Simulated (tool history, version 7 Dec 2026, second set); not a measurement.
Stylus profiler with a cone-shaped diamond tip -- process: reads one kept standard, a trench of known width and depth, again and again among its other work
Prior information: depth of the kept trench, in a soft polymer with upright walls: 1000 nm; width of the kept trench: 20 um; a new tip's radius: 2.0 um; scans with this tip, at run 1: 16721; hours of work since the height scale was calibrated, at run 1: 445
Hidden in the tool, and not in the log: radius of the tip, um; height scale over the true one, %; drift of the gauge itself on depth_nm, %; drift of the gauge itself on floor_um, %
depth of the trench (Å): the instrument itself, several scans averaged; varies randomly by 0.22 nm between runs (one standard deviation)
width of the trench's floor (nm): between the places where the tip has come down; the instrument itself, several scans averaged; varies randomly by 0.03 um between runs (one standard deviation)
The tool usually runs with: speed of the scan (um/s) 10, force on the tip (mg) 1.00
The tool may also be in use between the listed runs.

| run | hour | speed of the scan (um/s) | force on the tip (mg) | scans with this tip | hours of work since the height scale was calibrated | depth of the trench (Å) | width of the trench's floor (nm) |
|---|---|---|---|---|---|---|---|
| 1 | 0.0 | 10 | 1.00 | 16721 | 445 | 10067.3 | 16480 |
| 2 | 80.2 | 15 | 1.00 | 17078 | 492 | 10068.3 | 16430 |
| 3 | 179.0 | 10 | 0.53 | 17518 | 549 | 10038.6 | 16440 |
| 4 | 272.5 | 2 | 0.53 | 17934 | 603 | 10035.7 | 16510 |
| 5 | 341.0 | 10 | 1.00 | 18239 | 643 | 10070.1 | 16460 |
| 6 | 402.8 | 10 | 1.00 | 18514 | 678 | 10071.8 | 16490 |
| 7 | 469.5 | 10 | 1.00 | 18811 | 717 | 10062.3 | 16480 |
| 8 | 546.2 | 36 | 1.00 | 19152 | 761 | 10064.7 | 16390 |
| 9 | 649.5 | 7 | 1.01 | 19612 | 821 | 10066.7 | 16510 |
| 10 | 708.5 | 14 | 1.68 | 19875 | 855 | 10091.2 | 16450 |

What will run 11 give?
| 11 | 779.4 | 7 | 1.09 | 20190 | 896 | ? | ? |

Logged for run 11: depth of the trench (Å) 10069.7, width of the trench's floor (nm) 16500.
Had the tool carried no hidden state, the very same run would have given depth of the trench (Å) 10069.8, width of the trench's floor (nm) 16520.
